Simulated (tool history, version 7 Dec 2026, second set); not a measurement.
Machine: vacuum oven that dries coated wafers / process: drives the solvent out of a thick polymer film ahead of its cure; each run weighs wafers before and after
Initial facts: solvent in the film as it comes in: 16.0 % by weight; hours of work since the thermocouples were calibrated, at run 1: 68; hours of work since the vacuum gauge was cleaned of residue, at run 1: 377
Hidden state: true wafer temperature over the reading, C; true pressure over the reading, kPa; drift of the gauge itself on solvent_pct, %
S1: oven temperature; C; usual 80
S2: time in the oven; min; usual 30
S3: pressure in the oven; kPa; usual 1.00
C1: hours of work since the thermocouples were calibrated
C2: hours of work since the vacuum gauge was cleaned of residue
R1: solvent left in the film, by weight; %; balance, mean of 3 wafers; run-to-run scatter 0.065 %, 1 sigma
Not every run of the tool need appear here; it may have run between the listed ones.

Run 1, hour 0.0: usual settings; C1 68; C2 377. Result: R1 4.16 %.
Run 2, hour 16.3: usual settings; C1 75; C2 384. Result: R1 4.15 %.
Run 3, hour 30.4: usual settings; C1 81; C2 390. Result: R1 4.21 %.
Run 4, hour 51.8: usual settings; C1 90; C2 399. Result: R1 4.23 %.
Run 5, hour 69.1: usual settings; C1 98; C2 407. Result: R1 4.10 %.
Run 6, hour 92.9: usual settings; C1 108; C2 417. Result: R1 4.16 %.
Run 7, hour 118.4: usual settings; C1 120; C2 428. Result: R1 4.11 %.
Run 8, hour 136.5: usual settings; C1 127; C2 436. Result: R1 4.18 %.
Run 9, hour 155.0: usual settings but S1 95 C; C1 136; C2 444. Result: R1 0.63 %.
Run 10, hour 174.9: usual settings but S1 95 C; C1 144; C2 453. Result: R1 0.56 %.
Run 11, hour 189.6: usual settings but S3 1.05 kPa; C1 151; C2 460. Result: R1 4.04 %.
At hour 193.5: oven's thermocouples calibrated.
Run 12, hour 208.9: usual settings but S3 1.05 kPa; C1 7; C2 467. Result: R1 4.19 %.
Run 13, hour 233.8: usual settings but S3 1.05 kPa; C1 18; C2 478. Result: R1 4.10 %.
At hour 245.9: oven's thermocouples calibrated, once more.
Run 14, hour 256.5: usual settings but S1 83 C, S3 1.04 kPa; C1 5; C2 487. Result: R1 3.11 %.
Run 15, hour 278.7: usual settings but S1 83 C, S3 1.04 kPa; C1 14; C2 497. Result: R1 3.20 %.
Run 16, hour 292.0: usual settings but S1 75 C, S2 21 min, S3 0.84 kPa; C1 20; C2 503. Result: R1 7.56 %.
Run 17, hour 307.7: usual settings but S1 75 C, S2 21 min, S3 0.84 kPa; C1 27; C2 510. Result: R1 7.55 %.
Run 18, hour 321.2: usual settings but S1 78 C, S2 40 min, S3 0.54 kPa; C1 33; C2 515. Result: R1 3.57 %.
Run 19, hour 334.2: usual settings but S1 78 C, S2 40 min, S3 0.54 kPa; C1 39; C2 521. Result: R1 3.56 %.
Run 20, hour 350.9: usual settings but S1 67 C, S2 53 min, S3 1.24 kPa; C1 46; C2 528. Result: R1 7.04 %.
Run 21, hour 364.1: usual settings but S1 67 C, S2 53 min, S3 1.24 kPa; C1 52; C2 534. Result: R1 6.89 %.
Run 22, hour 383.4: usual settings but S1 92 C, S2 53 min, S3 1.24 kPa; C1 60; C2 543. Result: R1 0.54 %.
Run 23, hour 404.1: usual settings but S1 92 C, S2 53 min, S3 1.24 kPa; C1 69; C2 552. Result: R1 0.58 %.

What does the tool deliver on the next run?
Run 24, hour 429.0: usual settings but S2 16 min, S3 0.73 kPa; C1 80; C2 563. Result: R1 ?.

Run 24 came out at R1 7.03 %.
Were there no unlogged condition in the tool, this run, its random variation unchanged, would have produced R1 6.90 %.

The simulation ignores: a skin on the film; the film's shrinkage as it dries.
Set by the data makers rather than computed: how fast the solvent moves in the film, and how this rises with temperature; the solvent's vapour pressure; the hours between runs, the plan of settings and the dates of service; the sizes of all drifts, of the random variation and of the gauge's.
